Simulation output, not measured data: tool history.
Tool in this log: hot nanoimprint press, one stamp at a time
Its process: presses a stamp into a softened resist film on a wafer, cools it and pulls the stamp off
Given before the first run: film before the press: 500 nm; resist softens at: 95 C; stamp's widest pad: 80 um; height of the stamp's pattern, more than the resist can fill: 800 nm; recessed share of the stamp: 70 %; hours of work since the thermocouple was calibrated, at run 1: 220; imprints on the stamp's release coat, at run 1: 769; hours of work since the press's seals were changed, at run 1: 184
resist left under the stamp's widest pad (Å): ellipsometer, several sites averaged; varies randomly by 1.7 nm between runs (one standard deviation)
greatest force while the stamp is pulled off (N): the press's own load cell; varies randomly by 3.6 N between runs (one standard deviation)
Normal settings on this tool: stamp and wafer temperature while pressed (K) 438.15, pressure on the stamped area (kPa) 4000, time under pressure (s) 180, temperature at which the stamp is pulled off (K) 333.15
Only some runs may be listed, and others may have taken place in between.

| run | hour | stamp and wafer temperature while pressed (K) | pressure on the stamped area (kPa) | time under pressure (s) | temperature at which the stamp is pulled off (K) | hours of work since the thermocouple was calibrated | imprints on the stamp's release coat | hours of work since the press's seals were changed | resist left under the stamp's widest pad (Å) | greatest force while the stamp is pulled off (N) |
|---|---|---|---|---|---|---|---|---|---|---|
| 1 | 0.0 | 438.15 | 4000 | 180 | 333.15 | 220 | 769 | 184 | 2865 | 221 |
| 2 | 30.4 | 438.15 | 4000 | 180 | 333.15 | 235 | 862 | 198 | 2862 | 230 |
| 3 | 70.2 | 438.15 | 5420 | 180 | 333.15 | 253 | 984 | 216 | 2454 | 233 |
| 4 | 120.7 | 438.15 | 5420 | 180 | 333.15 | 277 | 1139 | 240 | 2474 | 247 |
| 5 | 153.8 | 438.15 | 5420 | 180 | 333.15 | 292 | 1241 | 255 | 2487 | 260 |
| 6 | 183.2 | 438.15 | 5420 | 180 | 333.15 | 306 | 1331 | 269 | 2477 | 250 |
| 7 | 225.6 | 438.15 | 5420 | 149 | 333.15 | 326 | 1461 | 289 | 2625 | 266 |
| 8 | 265.8 | 438.15 | 5420 | 149 | 333.15 | 345 | 1584 | 308 | 2634 | 274 |
| 9 | 310.2 | 438.15 | 4000 | 180 | 330.15 | 365 | 1721 | 328 | 2912 | 310 |
| 10 | 347.5 | 438.15 | 4000 | 180 | 330.15 | 383 | 1835 | 346 | 2940 | 308 |
|  | 355.0 | plate thermocouple calibrated |
| 11 | 402.2 | 438.15 | 4000 | 180 | 330.15 | 22 | 1994 | 370 | 3057 | 327 |
|  | 413.8 | stamp cleaned and given a new release coat |
| 12 | 438.1 | 438.15 | 4000 | 180 | 330.15 | 36 | 74 | 384 | 3070 | 206 |
| 13 | 480.8 | 438.15 | 4000 | 180 | 330.15 | 56 | 205 | 404 | 3043 | 211 |
| 14 | 513.0 | 438.15 | 4000 | 180 | 330.15 | 71 | 304 | 419 | 3059 | 216 |
| 15 | 564.1 | 438.15 | 4000 | 180 | 330.15 | 95 | 461 | 443 | 3085 | 220 |
|  | 617.2 | plate thermocouple calibrated, once more |
| 16 | 619.5 | 438.15 | 4000 | 180 | 330.15 | 1 | 622 | 467 | 2696 | 221 |
| 17 | 673.2 | 430.15 | 2770 | 224 | 333.15 | 26 | 787 | 492 | 3941 | 213 |
| 18 | 712.9 | 449.15 | 2860 | 224 | 339.15 | 45 | 909 | 511 | 1932 | 190 |
| 19 | 740.5 | 438.15 | 4000 | 180 | 335.15 | 58 | 993 | 524 | 2729 | 223 |
| 20 | 780.2 | 438.15 | 4000 | 180 | 324.15 | 76 | 1115 | 542 | 2725 | 272 |
| 21 | 831.7 | 431.15 | 3580 | 293 | 337.15 | 100 | 1273 | 567 | 3374 | 225 |
| 22 | 871.1 | 431.15 | 3580 | 293 | 337.15 | 119 | 1394 | 585 | 3347 | 238 |
| 23 | 907.0 | 446.15 | 5080 | 180 | 333.15 | 135 | 1504 | 602 | 1723 | 254 |
| 24 | 965.9 | 438.15 | 4000 | 180 | 333.15 | 163 | 1685 | 629 | 2771 | 276 |
| 25 | 1013.6 | 438.15 | 4000 | 180 | 328.15 | 185 | 1831 | 652 | 2789 | 312 |
| 26 | 1043.3 | 429.15 | 6210 | 180 | 319.15 | 199 | 1923 | 665 | 3305 | 369 |
|  | 1080.4 | stamp cleaned and given a new release coat |
| 27 | 1099.5 | 441.15 | 6210 | 180 | 319.15 | 223 | 59 | 689 | 1975 | 231 |
| 28 | 1157.8 | 441.15 | 2760 | 180 | 324.15 | 250 | 238 | 716 | 3011 | 223 |
| 29 | 1191.1 | 429.15 | 3300 | 110 | 324.15 | 265 | 340 | 732 | 4354 | 230 |
| 30 | 1235.3 | 438.15 | 4210 | 180 | 333.15 | 286 | 475 | 752 | 2757 | 201 |

Some steps in resist left under the stamp's widest pad (Å) between neighbouring runs. How much of each would the tool show without its hidden state too (settings, what came in, random variation), and how much is left for the hidden state, with any gauge scatter that isn't in both results?
Hidden state present: true temperature over the reading, C; pressure that arrives at the usual setting, %; grip of the stamp's worn release coat, % over a new coat's; drift of the gauge itself on residual_nm, %; drift of the gauge itself on pull_off_n, %.
Run 10 -> 11: plate thermocouple calibrated. resist left under the stamp's widest pad (Å) +117: hidden state +119, all else -2.
Run 15 -> 16: plate thermocouple calibrated, once more. resist left under the stamp's widest pad (Å) -389: hidden state -399, all else +10.
Run 17 -> 18: stamp and wafer temperature while pressed (K) 430.15 -> 449.15, pressure on the stamped area (kPa) 2770 -> 2860, temperature at which the stamp is pulled off (K) 333.15 -> 339.15. resist left under the stamp's widest pad (Å) -2009: hidden state +10, all else -2019.
Run 22 -> 23: stamp and wafer temperature while pressed (K) 431.15 -> 446.15, pressure on the stamped area (kPa) 3580 -> 5080, time under pressure (s) 293 -> 180, temperature at which the stamp is pulled off (K) 337.15 -> 333.15. resist left under the stamp's widest pad (Å) -1624: hidden state -8, all else -1616.
Run 29 -> 30: stamp and wafer temperature while pressed (K) 429.15 -> 438.15, pressure on the stamped area (kPa) 3300 -> 4210, time under pressure (s) 110 -> 180, temperature at which the stamp is pulled off (K) 324.15 -> 333.15. resist left under the stamp's widest pad (Å) -1597: hidden state +55, all else -1652.

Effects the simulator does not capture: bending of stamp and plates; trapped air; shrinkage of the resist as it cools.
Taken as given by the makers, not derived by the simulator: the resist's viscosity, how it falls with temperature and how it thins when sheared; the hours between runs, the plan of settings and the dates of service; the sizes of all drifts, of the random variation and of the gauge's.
